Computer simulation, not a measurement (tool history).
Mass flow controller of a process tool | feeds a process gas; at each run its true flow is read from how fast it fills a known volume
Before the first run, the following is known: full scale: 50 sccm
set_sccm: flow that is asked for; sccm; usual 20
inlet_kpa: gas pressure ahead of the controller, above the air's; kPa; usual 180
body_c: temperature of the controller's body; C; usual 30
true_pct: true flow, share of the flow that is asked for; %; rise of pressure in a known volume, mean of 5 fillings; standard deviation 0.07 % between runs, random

run	hour	set_sccm	inlet_kpa	body_c	true_pct
1	0	20	180	30	97.75
2	501.3	20	180	30	97.93
3	770.7	20	180	30	97.97
4	1200.3	20	180	30	98.09
5	1633.9	20	180	30	98.24
6	2138	20	180	30	98.42
7	2609.4	12	180	30	98.05
8	2999.4	12	180	30	98.26
9	3348.4	12	180	30	98.27
10	3743.8	20	180	39	98.43
11	3996.6	20	242	30	99.29
12	4281.8	5	180	30	98.18
13	4836.7	5	180	30	98.38
14	5313.3	5	180	30	98.57
15	5577.9	5	180	30	98.66
16	5827.9	5	180	30	98.76
17	6141.9	7	260	28	99.46
18	6406.7	20	180	31	99.73
19	6898.7	20	257	30	100.35
20	7166.2	28	179	21	101.29
21	7551.2	28	179	21	101.51
22	7933.4	11	148	30	99.76
23	8301.8	20	275	26	98.68
24	8618.9	20	248	37	97.72
25	8954.3	20	248	37	97.92
26	9512.9	20	174	30	98.14
27	10108.8	5	157	30	97.31
28	10612.6	24	157	30	98.67

Not shown here: 2 entries made in the log between runs. Locate each between two listed runs and compare the hidden state at the listed run before it with the hidden state at the listed run after it:
Run 20 -> run 21: controller exchanged for a calibrated one (hour 7392.1)
  flow at rest that the sensor doesn't see, % of full scale: -0.004 -> 0; true flow over the shown one, %: 0.01 -> 0; drift of the gauge itself on true_pct, %: 2.44 -> 2.57
  what was measured, less what the result would be without the hidden state, true_pct: +2.42 -> +2.54 %
Run 22 -> run 23: gauge calibrated (hour 8025)
  flow at rest that the sensor doesn't see, % of full scale: 0 -> -0.001; drift of the gauge itself on true_pct, %: 2.7 -> 0.09
  what was measured, less what the result would be without the hidden state, true_pct: +2.62 -> +0.09 %
